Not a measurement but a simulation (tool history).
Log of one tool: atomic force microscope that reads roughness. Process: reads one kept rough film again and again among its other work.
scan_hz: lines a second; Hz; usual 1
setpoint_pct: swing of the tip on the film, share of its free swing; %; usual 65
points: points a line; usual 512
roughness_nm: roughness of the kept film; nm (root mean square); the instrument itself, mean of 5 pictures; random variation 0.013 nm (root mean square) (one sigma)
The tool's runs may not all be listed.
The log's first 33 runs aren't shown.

run	day	scan_hz	setpoint_pct	points	pictures with this tip	hours of work since the height scale was calibrated	roughness_nm
34	9.729	3.12	67	377	239	255	4.033
35	10.071	3.12	67	377	250	259	4.013
36	10.317	0.89	67	418	258	263	4.159
37	10.562	1.36	63	512	266	266	4.136
38	10.771	1.36	63	512	273	269	4.133
39	11.162	0.58	63	425	286	275	4.17
40	11.496	0.58	63	425	296	280	4.154
41	11.721	0.58	63	425	304	283	4.144
# day 11.779: new tip fitted
42	11.917	0.58	63	425	4	286	4.362
43	12.096	0.74	71	689	10	288	4.339
44	12.292	2.1	68	966	17	291	4.262
45	12.588	2.02	56	512	26	295	4.317
46	12.975	1.91	56	264	39	301	4.328
47	13.179	1.91	56	264	45	304	4.294
48	13.492	1.91	56	264	55	308	4.287
49	13.746	1.91	56	264	64	312	4.282
50	14.071	0.62	62	505	74	316	4.325
51	14.458	0.62	62	505	87	322	4.302

Forecast run 52:
52	14.808	1.38	65	430	98	327	?

{"run 52": {"roughness_nm": 4.242}}
Without the tool's hidden state the same run would have given roughness_nm 4.321 nm (root mean square).
